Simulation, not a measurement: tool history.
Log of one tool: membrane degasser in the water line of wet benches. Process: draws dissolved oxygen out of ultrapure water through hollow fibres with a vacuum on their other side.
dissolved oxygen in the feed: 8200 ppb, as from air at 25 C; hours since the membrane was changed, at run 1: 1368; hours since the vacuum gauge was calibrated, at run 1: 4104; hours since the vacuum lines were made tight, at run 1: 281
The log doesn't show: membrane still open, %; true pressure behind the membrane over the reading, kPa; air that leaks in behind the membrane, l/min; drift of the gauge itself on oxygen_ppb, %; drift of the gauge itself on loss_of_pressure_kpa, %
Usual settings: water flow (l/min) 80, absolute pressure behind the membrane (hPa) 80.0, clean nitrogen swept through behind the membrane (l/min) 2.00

run,hour,water flow (l/min),absolute pressure behind the membrane (hPa),clean nitrogen swept through behind the membrane (l/min),hours since the membrane was changed,hours since the vacuum gauge was calibrated,hours since the vacuum lines were made tight,dissolved oxygen in the water behind the degasser (ppb),pressure that the water loses in the fibres (hPa)
1,0.0,80,80.0,2.00,1368,4104,281,394.8,616.0
2,55.4,80,80.0,2.00,1423,4159,337,389.8,613.0
3,119.6,80,80.0,0.82,1487,4223,401,720.5,619.7
4,193.8,80,80.0,0.82,1561,4297,475,722.9,619.4
5,255.4,80,80.0,0.82,1623,4359,537,723.9,619.3
6,319.3,80,80.0,0.82,1687,4423,601,726.0,618.4
7,397.4,80,80.0,0.82,1765,4501,679,721.2,618.8
8,484.4,80,80.0,1.43,1852,4588,766,502.1,624.0
9,549.0,80,71.9,2.00,1917,4653,830,333.6,619.0
10,607.1,80,63.9,2.00,1975,4711,888,272.8,622.8
11,714.7,80,80.0,2.00,2082,4818,996,391.6,622.7
12,809.6,80,71.4,2.49,2177,4913,1091,279.8,627.6
13,891.3,80,71.4,2.49,2259,4995,1173,277.8,622.4
14,992.2,80,144.5,2.49,2360,5096,1273,721.1,623.0
15,1036.7,128,144.5,5.37,2404,5140,1318,627.0,997.1
16,1083.5,102,66.0,2.00,2451,5187,1365,369.0,801.7
17,1172.8,80,124.9,1.94,2540,5276,1454,735.5,626.7
18,1277.5,58,50.5,2.00,2645,5381,1559,127.7,455.5
19,1339.7,58,50.5,2.00,2707,5443,1621,128.2,457.8
20,1393.4,72,74.0,2.85,2761,5497,1675,242.6,566.7
21,1472.1,72,74.0,2.85,2840,5576,1753,242.3,567.4

3 ways to go on from here, each from the tool as it stands after run 21. What would each give?
A,1536.9,94,191.3,5.59,2904,5641,1818,?,?
B,1536.9,72,102.9,2.85,2904,5641,1818,?,?
C,1536.9,64,153.6,1.47,2904,5641,1818,?,?

run,dissolved oxygen in the water behind the degasser (ppb),pressure that the water loses in the fibres (hPa)
A,598.9,742.6
B,389.6,568.7
C,972.2,509.1
Without the tool's hidden state the same runs would have given:
run,dissolved oxygen in the water behind the degasser (ppb),pressure that the water loses in the fibres (hPa)
A,585.5,710.8
B,375.4,544.3
C,953.8,487.5
